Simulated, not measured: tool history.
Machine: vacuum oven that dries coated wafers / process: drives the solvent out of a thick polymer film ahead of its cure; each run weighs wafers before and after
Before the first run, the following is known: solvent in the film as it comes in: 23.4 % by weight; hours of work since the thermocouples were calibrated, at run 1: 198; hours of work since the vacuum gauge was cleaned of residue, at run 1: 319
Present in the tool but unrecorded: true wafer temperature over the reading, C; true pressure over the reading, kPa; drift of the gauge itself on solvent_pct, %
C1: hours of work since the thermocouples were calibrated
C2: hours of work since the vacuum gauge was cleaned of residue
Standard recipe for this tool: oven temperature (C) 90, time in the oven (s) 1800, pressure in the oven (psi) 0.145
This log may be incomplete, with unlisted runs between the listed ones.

run 1 day=0.000 | oven_temperature_(C)=90 time_in_the_oven_(s)=1800 pressure_in_the_oven_(psi)=0.145 | C1=198 C2=319 | solvent_left_in_the_film_(%)=1.00
run 2 day=1.192 | oven_temperature_(C)=99 time_in_the_oven_(s)=1800 pressure_in_the_oven_(psi)=0.145 | C1=220 C2=341 | solvent_left_in_the_film_(%)=0.42
run 3 day=2.754 | oven_temperature_(C)=99 time_in_the_oven_(s)=1800 pressure_in_the_oven_(psi)=0.145 | C1=249 C2=370 | solvent_left_in_the_film_(%)=0.43
run 4 day=3.996 | oven_temperature_(C)=99 time_in_the_oven_(s)=1800 pressure_in_the_oven_(psi)=0.145 | C1=272 C2=393 | solvent_left_in_the_film_(%)=0.44
run 5 day=5.267 | oven_temperature_(C)=90 time_in_the_oven_(s)=1800 pressure_in_the_oven_(psi)=0.145 | C1=296 C2=417 | solvent_left_in_the_film_(%)=1.02
run 6 day=6.221 | oven_temperature_(C)=90 time_in_the_oven_(s)=1800 pressure_in_the_oven_(psi)=0.145 | C1=313 C2=434 | solvent_left_in_the_film_(%)=1.03
run 7 day=7.825 | oven_temperature_(C)=85 time_in_the_oven_(s)=1800 pressure_in_the_oven_(psi)=0.145 | C1=343 C2=464 | solvent_left_in_the_film_(%)=1.64
run 8 day=9.321 | oven_temperature_(C)=85 time_in_the_oven_(s)=1800 pressure_in_the_oven_(psi)=0.145 | C1=371 C2=492 | solvent_left_in_the_film_(%)=1.63
run 9 day=10.312 | oven_temperature_(C)=85 time_in_the_oven_(s)=1800 pressure_in_the_oven_(psi)=0.145 | C1=389 C2=510 | solvent_left_in_the_film_(%)=1.62
run 10 day=11.450 | oven_temperature_(C)=85 time_in_the_oven_(s)=1800 pressure_in_the_oven_(psi)=0.145 | C1=410 C2=531 | solvent_left_in_the_film_(%)=1.61
run 11 day=13.088 | oven_temperature_(C)=90 time_in_the_oven_(s)=1800 pressure_in_the_oven_(psi)=0.145 | C1=440 C2=561 | solvent_left_in_the_film_(%)=1.02
run 12 day=14.183 | oven_temperature_(C)=90 time_in_the_oven_(s)=1800 pressure_in_the_oven_(psi)=0.145 | C1=460 C2=582 | solvent_left_in_the_film_(%)=1.00
run 13 day=15.754 | oven_temperature_(C)=90 time_in_the_oven_(s)=1800 pressure_in_the_oven_(psi)=0.145 | C1=489 C2=611 | solvent_left_in_the_film_(%)=0.98
run 14 day=17.271 | oven_temperature_(C)=90 time_in_the_oven_(s)=1800 pressure_in_the_oven_(psi)=0.145 | C1=518 C2=639 | solvent_left_in_the_film_(%)=1.03
run 15 day=18.967 | oven_temperature_(C)=90 time_in_the_oven_(s)=1800 pressure_in_the_oven_(psi)=0.145 | C1=549 C2=670 | solvent_left_in_the_film_(%)=1.04
run 16 day=20.312 | oven_temperature_(C)=76 time_in_the_oven_(s)=1800 pressure_in_the_oven_(psi)=0.145 | C1=574 C2=695 | solvent_left_in_the_film_(%)=3.40
run 17 day=21.633 | oven_temperature_(C)=76 time_in_the_oven_(s)=1800 pressure_in_the_oven_(psi)=0.145 | C1=598 C2=719 | solvent_left_in_the_film_(%)=3.36
run 18 day=23.350 | oven_temperature_(C)=76 time_in_the_oven_(s)=1800 pressure_in_the_oven_(psi)=0.145 | C1=630 C2=751 | solvent_left_in_the_film_(%)=3.34
run 19 day=24.204 | oven_temperature_(C)=76 time_in_the_oven_(s)=1800 pressure_in_the_oven_(psi)=0.145 | C1=646 C2=767 | solvent_left_in_the_film_(%)=3.36
run 20 day=25.821 | oven_temperature_(C)=76 time_in_the_oven_(s)=1800 pressure_in_the_oven_(psi)=0.197 | C1=676 C2=797 | solvent_left_in_the_film_(%)=3.57
run 21 day=26.925 | oven_temperature_(C)=76 time_in_the_oven_(s)=1800 pressure_in_the_oven_(psi)=0.197 | C1=696 C2=817 | solvent_left_in_the_film_(%)=3.56
run 22 day=28.696 | oven_temperature_(C)=90 time_in_the_oven_(s)=2220 pressure_in_the_oven_(psi)=0.252 | C1=729 C2=850 | solvent_left_in_the_film_(%)=0.92
run 23 day=30.238 | oven_temperature_(C)=90 time_in_the_oven_(s)=2220 pressure_in_the_oven_(psi)=0.252 | C1=757 C2=878 | solvent_left_in_the_film_(%)=0.89
run 24 day=32.021 | oven_temperature_(C)=75 time_in_the_oven_(s)=1200 pressure_in_the_oven_(psi)=0.090 | C1=790 C2=911 | solvent_left_in_the_film_(%)=5.86
run 25 day=33.458 | oven_temperature_(C)=75 time_in_the_oven_(s)=960 pressure_in_the_oven_(psi)=0.090 | C1=817 C2=938 | solvent_left_in_the_film_(%)=7.43
run 26 day=34.583 | oven_temperature_(C)=75 time_in_the_oven_(s)=960 pressure_in_the_oven_(psi)=0.090 | C1=838 C2=959 | solvent_left_in_the_film_(%)=7.36
run 27 day=35.779 | oven_temperature_(C)=98 time_in_the_oven_(s)=1620 pressure_in_the_oven_(psi)=0.090 | C1=860 C2=981 | solvent_left_in_the_film_(%)=0.48
run 28 day=37.133 | oven_temperature_(C)=79 time_in_the_oven_(s)=3180 pressure_in_the_oven_(psi)=0.138 | C1=885 C2=1006 | solvent_left_in_the_film_(%)=0.96
run 29 day=38.808 | oven_temperature_(C)=103 time_in_the_oven_(s)=3000 pressure_in_the_oven_(psi)=0.239 | C1=916 C2=1037 | solvent_left_in_the_film_(%)=0.33
run 30 day=40.692 | oven_temperature_(C)=99 time_in_the_oven_(s)=1800 pressure_in_the_oven_(psi)=0.145 | C1=951 C2=1072 | solvent_left_in_the_film_(%)=0.43
run 31 day=41.712 | oven_temperature_(C)=75 time_in_the_oven_(s)=1800 pressure_in_the_oven_(psi)=0.158 | C1=969 C2=1091 | solvent_left_in_the_film_(%)=3.65
run 32 day=43.262 | oven_temperature_(C)=104 time_in_the_oven_(s)=1920 pressure_in_the_oven_(psi)=0.158 | C1=998 C2=1119 | solvent_left_in_the_film_(%)=0.28
run 33 day=44.179 | oven_temperature_(C)=78 time_in_the_oven_(s)=1680 pressure_in_the_oven_(psi)=0.448 | C1=1015 C2=1136 | solvent_left_in_the_film_(%)=4.31
run 34 day=45.742 | oven_temperature_(C)=90 time_in_the_oven_(s)=2820 pressure_in_the_oven_(psi)=0.145 | C1=1044 C2=1165 | solvent_left_in_the_film_(%)=0.45
run 35 day=46.812 | oven_temperature_(C)=78 time_in_the_oven_(s)=1800 pressure_in_the_oven_(psi)=0.145 | C1=1064 C2=1185 | solvent_left_in_the_film_(%)=2.88
run 36 day=47.917 | oven_temperature_(C)=78 time_in_the_oven_(s)=1800 pressure_in_the_oven_(psi)=0.145 | C1=1084 C2=1205 | solvent_left_in_the_film_(%)=2.88
run 37 day=49.738 | oven_temperature_(C)=98 time_in_the_oven_(s)=1140 pressure_in_the_oven_(psi)=0.158 | C1=1118 C2=1239 | solvent_left_in_the_film_(%)=1.37
run 38 day=50.775 | oven_temperature_(C)=99 time_in_the_oven_(s)=900 pressure_in_the_oven_(psi)=0.160 | C1=1137 C2=1258 | solvent_left_in_the_film_(%)=2.10
run 39 day=51.762 | oven_temperature_(C)=79 time_in_the_oven_(s)=960 pressure_in_the_oven_(psi)=0.206 | C1=1155 C2=1276 | solvent_left_in_the_film_(%)=6.56
run 40 day=53.162 | oven_temperature_(C)=90 time_in_the_oven_(s)=1560 pressure_in_the_oven_(psi)=0.354 | C1=1181 C2=1302 | solvent_left_in_the_film_(%)=1.88
run 41 day=54.979 | oven_temperature_(C)=90 time_in_the_oven_(s)=1260 pressure_in_the_oven_(psi)=0.345 | C1=1215 C2=1336 | solvent_left_in_the_film_(%)=2.58
run 42 day=56.196 | oven_temperature_(C)=75 time_in_the_oven_(s)=2820 pressure_in_the_oven_(psi)=0.557 | C1=1237 C2=1358 | solvent_left_in_the_film_(%)=3.44

3 options for the next run, each taken on its own from the tool as it stands now. Forecast them:
run A day=57.925 | oven_temperature_(C)=75 time_in_the_oven_(s)=3000 pressure_in_the_oven_(psi)=0.360 | C1=1269 C2=1390 | solvent_left_in_the_film_(%)=?
run B day=57.925 | oven_temperature_(C)=88 time_in_the_oven_(s)=1200 pressure_in_the_oven_(psi)=0.199 | C1=1269 C2=1390 | solvent_left_in_the_film_(%)=?
run C day=57.925 | oven_temperature_(C)=90 time_in_the_oven_(s)=1200 pressure_in_the_oven_(psi)=0.145 | C1=1269 C2=1390 | solvent_left_in_the_film_(%)=?

run=A solvent_left_in_the_film_(%)=2.42
run=B solvent_left_in_the_film_(%)=2.90
run=C solvent_left_in_the_film_(%)=2.40
Without the tool's unlogged condition, the same runs would have read:
run=A solvent_left_in_the_film_(%)=2.43
run=B solvent_left_in_the_film_(%)=2.91
run=C solvent_left_in_the_film_(%)=2.41
